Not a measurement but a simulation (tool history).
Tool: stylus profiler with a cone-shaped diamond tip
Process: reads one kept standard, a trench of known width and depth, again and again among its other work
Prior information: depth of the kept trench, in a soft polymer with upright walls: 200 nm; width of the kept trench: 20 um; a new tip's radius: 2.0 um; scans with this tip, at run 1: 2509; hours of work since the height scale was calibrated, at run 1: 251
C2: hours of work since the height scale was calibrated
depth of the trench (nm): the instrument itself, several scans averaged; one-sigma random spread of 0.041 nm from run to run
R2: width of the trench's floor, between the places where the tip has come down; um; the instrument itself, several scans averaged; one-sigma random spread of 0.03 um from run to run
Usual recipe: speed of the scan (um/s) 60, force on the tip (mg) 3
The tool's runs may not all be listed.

{"run": 1, "hour": 0.0, "speed of the scan (um/s)": 60, "force on the tip (mg)": 3, "scans with this tip": 2509, "C2": 251, "depth of the trench (nm)": 202.8, "R2": 18.12}
{"run": 2, "hour": 27.5, "speed of the scan (um/s)": 60, "force on the tip (mg)": 3.5, "scans with this tip": 2670, "C2": 267, "depth of the trench (nm)": 203.01, "R2": 18.19}
{"run": 3, "hour": 57.6, "speed of the scan (um/s)": 60, "force on the tip (mg)": 3.5, "scans with this tip": 2847, "C2": 285, "depth of the trench (nm)": 203.09, "R2": 18.17}
{"run": 4, "hour": 85.9, "speed of the scan (um/s)": 60, "force on the tip (mg)": 3.5, "scans with this tip": 3012, "C2": 301, "depth of the trench (nm)": 203.08, "R2": 18.13}
{"run": 5, "hour": 115.5, "speed of the scan (um/s)": 60, "force on the tip (mg)": 3.5, "scans with this tip": 3185, "C2": 319, "depth of the trench (nm)": 203.04, "R2": 18.17}
{"run": 6, "hour": 134.1, "speed of the scan (um/s)": 52, "force on the tip (mg)": 3, "scans with this tip": 3294, "C2": 329, "depth of the trench (nm)": 202.8, "R2": 18.16}
{"run": 7, "hour": 165.2, "speed of the scan (um/s)": 88, "force on the tip (mg)": 3, "scans with this tip": 3476, "C2": 348, "depth of the trench (nm)": 202.77, "R2": 18.14}
{"run": 8, "hour": 191.0, "speed of the scan (um/s)": 88, "force on the tip (mg)": 3, "scans with this tip": 3628, "C2": 363, "depth of the trench (nm)": 202.71, "R2": 18.11}
{"run": 9, "hour": 206.5, "speed of the scan (um/s)": 88, "force on the tip (mg)": 3, "scans with this tip": 3719, "C2": 372, "depth of the trench (nm)": 202.79, "R2": 18.09}
{"run": 10, "hour": 235.1, "speed of the scan (um/s)": 60, "force on the tip (mg)": 3, "scans with this tip": 3886, "C2": 389, "depth of the trench (nm)": 202.78, "R2": 18.14}
{"run": 11, "hour": 265.8, "speed of the scan (um/s)": 60, "force on the tip (mg)": 3, "scans with this tip": 4065, "C2": 407, "depth of the trench (nm)": 202.75, "R2": 18.17}
{"run": 12, "hour": 293.8, "speed of the scan (um/s)": 60, "force on the tip (mg)": 3, "scans with this tip": 4230, "C2": 423, "depth of the trench (nm)": 202.79, "R2": 18.06}
{"run": 13, "hour": 323.0, "speed of the scan (um/s)": 165, "force on the tip (mg)": 4.99, "scans with this tip": 4401, "C2": 440, "depth of the trench (nm)": 203.9, "R2": 18.05}
{"run": 14, "hour": 343.8, "speed of the scan (um/s)": 165, "force on the tip (mg)": 4.99, "scans with this tip": 4522, "C2": 452, "depth of the trench (nm)": 203.9, "R2": 18.05}

Forecast run 15:
{"run": 15, "hour": 366.4, "speed of the scan (um/s)": 165, "force on the tip (mg)": 6.66, "scans with this tip": 4655, "C2": 465, "depth of the trench (nm)": "?", "R2": "?"}

For run 15 the tool returned depth of the trench (nm) 204.7, R2 18.06 um.
Were there no unlogged condition in the tool, this run, its random variation unchanged, would have produced depth of the trench (nm) 204.71, R2 18.07 um.
